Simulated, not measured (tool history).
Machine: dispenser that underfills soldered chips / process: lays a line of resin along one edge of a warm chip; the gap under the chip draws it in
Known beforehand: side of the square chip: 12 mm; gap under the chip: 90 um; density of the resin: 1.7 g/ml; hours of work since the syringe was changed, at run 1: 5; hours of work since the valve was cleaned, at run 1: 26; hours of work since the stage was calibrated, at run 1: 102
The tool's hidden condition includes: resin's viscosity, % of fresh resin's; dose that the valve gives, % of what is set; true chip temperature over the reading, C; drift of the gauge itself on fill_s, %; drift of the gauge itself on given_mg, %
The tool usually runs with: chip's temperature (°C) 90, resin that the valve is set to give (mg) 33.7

| run | hour | chip's temperature (°C) | resin that the valve is set to give (mg) | hours of work since the syringe was changed | hours of work since the valve was cleaned | hours of work since the stage was calibrated | time until the resin shows at the far edge (s) | resin that the valve gave (mg) |
|---|---|---|---|---|---|---|---|---|
| 1 | 0.0 | 90 | 33.7 | 5 | 26 | 102 | 148.0 | 33.31 |
|  | 4.4 | new syringe of resin |
| 2 | 9.9 | 90 | 35.8 | 4 | 34 | 109 | 146.0 | 35.11 |
|  | 15.6 | new syringe of resin |
|  | 19.5 | dispensing valve cleaned and set on the balance |
| 3 | 24.3 | 90 | 30.1 | 6 | 4 | 119 | 154.8 | 29.90 |
|  | 27.6 | new syringe of resin |
|  | 39.5 | new syringe of resin |
| 4 | 40.0 | 90 | 29.8 | 0 | 16 | 131 | 121.2 | 29.49 |
| 5 | 48.8 | 90 | 43.6 | 7 | 23 | 138 | 165.4 | 43.00 |
|  | 51.4 | new syringe of resin |
| 6 | 60.1 | 90 | 43.6 | 7 | 31 | 147 | 161.5 | 42.71 |
|  | 63.5 | new syringe of resin |
|  | 73.2 | dispensing valve cleaned and set on the balance |
|  | 75.8 | new syringe of resin |
| 7 | 75.8 | 90 | 43.6 | 0 | 2 | 158 | 115.1 | 43.57 |
|  | 87.6 | new syringe of resin |
| 8 | 90.7 | 90 | 43.6 | 2 | 13 | 169 | 130.1 | 43.24 |

The next listed run, before its measurement:
|  | 99.2 | new syringe of resin |
| 9 | 100.8 | 90 | 43.6 | 1 | 21 | 177 | ? | ? |

time until the resin shows at the far edge (s): 121.1
resin that the valve gave (mg): 43.12
Were there no unlogged condition in the tool, this run, its random variation unchanged, would have produced time until the resin shows at the far edge (s) 107.8, resin that the valve gave (mg) 43.58.
